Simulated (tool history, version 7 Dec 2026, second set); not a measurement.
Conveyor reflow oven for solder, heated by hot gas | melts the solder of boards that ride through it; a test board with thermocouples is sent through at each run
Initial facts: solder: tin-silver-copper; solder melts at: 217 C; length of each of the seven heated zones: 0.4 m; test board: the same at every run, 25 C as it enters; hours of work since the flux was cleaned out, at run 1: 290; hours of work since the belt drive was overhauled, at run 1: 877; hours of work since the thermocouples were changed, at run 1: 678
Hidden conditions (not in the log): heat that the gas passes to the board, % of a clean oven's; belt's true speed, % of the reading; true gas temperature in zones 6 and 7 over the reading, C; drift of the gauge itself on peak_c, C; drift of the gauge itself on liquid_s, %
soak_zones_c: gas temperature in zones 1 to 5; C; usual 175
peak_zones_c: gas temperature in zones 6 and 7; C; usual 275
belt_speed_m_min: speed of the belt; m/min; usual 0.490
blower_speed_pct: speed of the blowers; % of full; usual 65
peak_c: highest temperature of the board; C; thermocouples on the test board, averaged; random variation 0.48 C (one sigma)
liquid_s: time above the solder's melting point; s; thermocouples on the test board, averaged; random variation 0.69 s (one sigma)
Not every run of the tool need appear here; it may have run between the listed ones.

run,hour,soak_zones_c,peak_zones_c,belt_speed_m_min,blower_speed_pct,hours of work since the flux was cleaned out,hours of work since the belt drive was overhauled,hours of work since the thermocouples were changed,peak_c,liquid_s
1,0.0,175,275,0.490,65,290,877,678,255.1,76.0
2,30.1,175,275,0.490,65,312,898,700,254.7,74.0
3,60.1,175,275,0.490,65,333,920,721,253.6,75.1
# hour 71.4: belt drive overhauled, speed set with a stopwatch
4,83.0,175,275,0.490,65,346,8,734,253.6,72.6
5,113.0,175,275,0.490,65,368,30,756,254.0,73.6
6,132.7,176,275,0.490,65,382,44,770,253.6,72.9
7,151.4,176,275,0.490,65,395,57,783,252.0,72.5
8,171.1,176,275,0.490,65,409,71,797,253.8,74.1
9,200.2,175,275,0.490,65,430,92,818,252.2,72.5
10,219.1,161,275,0.490,77,443,105,831,252.3,66.8
11,244.2,161,275,0.458,74,461,123,849,253.9,75.3
12,268.0,179,268,0.458,74,478,140,866,250.7,79.4
# hour 294.8: flux residue cleaned out of gas plates and filters
13,294.8,175,289,0.432,65,0,155,882,272.4,100.8
14,311.9,175,289,0.432,65,12,168,894,272.3,101.3
15,324.7,175,289,0.432,65,21,177,903,272.7,101.7
16,337.0,175,289,0.432,65,30,185,912,272.7,101.2
17,350.4,175,289,0.517,88,40,195,921,272.2,83.7
18,364.1,175,289,0.517,88,49,205,931,272.0,82.9

Selected run-to-run steps in peak_c, each split into two signed amounts: the part the tool would show with no hidden state at all (from settings, incoming material and random variation), and the remainder, which goes to the hidden state together with any gauge scatter not common to the measured and the hidden-state-free results:
Run 12 -> 13: soak_zones_c 179 -> 175, peak_zones_c 268 -> 289, belt_speed_m_min 0.458 -> 0.432, blower_speed_pct 74 -> 65, flux residue cleaned out of gas plates and filters. peak_c +21.7 C: hidden state +4.0, all else +17.7.
